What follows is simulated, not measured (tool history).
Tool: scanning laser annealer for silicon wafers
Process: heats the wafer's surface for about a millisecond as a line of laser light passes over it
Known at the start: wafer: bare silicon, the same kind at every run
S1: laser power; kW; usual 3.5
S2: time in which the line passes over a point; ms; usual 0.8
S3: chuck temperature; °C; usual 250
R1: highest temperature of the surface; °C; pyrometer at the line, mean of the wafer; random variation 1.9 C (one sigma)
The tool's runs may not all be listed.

run 1 hour=0 | S1=3.5 S2=0.8 S3=250 | R1=1096
run 2 hour=18.2 | S1=3.5 S2=0.8 S3=250 | R1=1093
run 3 hour=46.5 | S1=3.5 S2=0.917 S3=250 | R1=1160
run 4 hour=72.7 | S1=3.5 S2=0.917 S3=250 | R1=1157
run 5 hour=87.3 | S1=3.5 S2=0.917 S3=250 | R1=1161
run 6 hour=109.4 | S1=3.265 S2=0.8 S3=250 | R1=1032
run 7 hour=128 | S1=3.265 S2=0.8 S3=250 | R1=1033
run 8 hour=155 | S1=3.5 S2=0.96 S3=222 | R1=1150
run 9 hour=190.8 | S1=3.5 S2=0.96 S3=222 | R1=1151
run 10 hour=225.5 | S1=3.342 S2=0.8 S3=283 | R1=1089
run 11 hour=249.2 | S1=3.655 S2=0.856 S3=247 | R1=1165
run 12 hour=271.7 | S1=3.655 S2=0.856 S3=222 | R1=1138
run 13 hour=291.2 | S1=3.655 S2=0.856 S3=222 | R1=1138

5 ways to go on from here, each from the tool as it stands after run 13. What would each give?
run A hour=309.5 | S1=3.655 S2=0.856 S3=230 | R1=?
run B hour=309.5 | S1=3.5 S2=0.878 S3=250 | R1=?
run C hour=309.5 | S1=3.849 S2=0.8 S3=250 | R1=?
run D hour=309.5 | S1=3.175 S2=0.716 S3=250 | R1=?
run E hour=309.5 | S1=3.475 S2=0.695 S3=231 | R1=?

run=A R1=1153
run=B R1=1139
run=C R1=1186
run=D R1=965
run=E R1=1010
Without the tool's hidden state the same runs would have given:
run=A R1=1154
run=B R1=1139
run=C R1=1187
run=D R1=966
run=E R1=1010
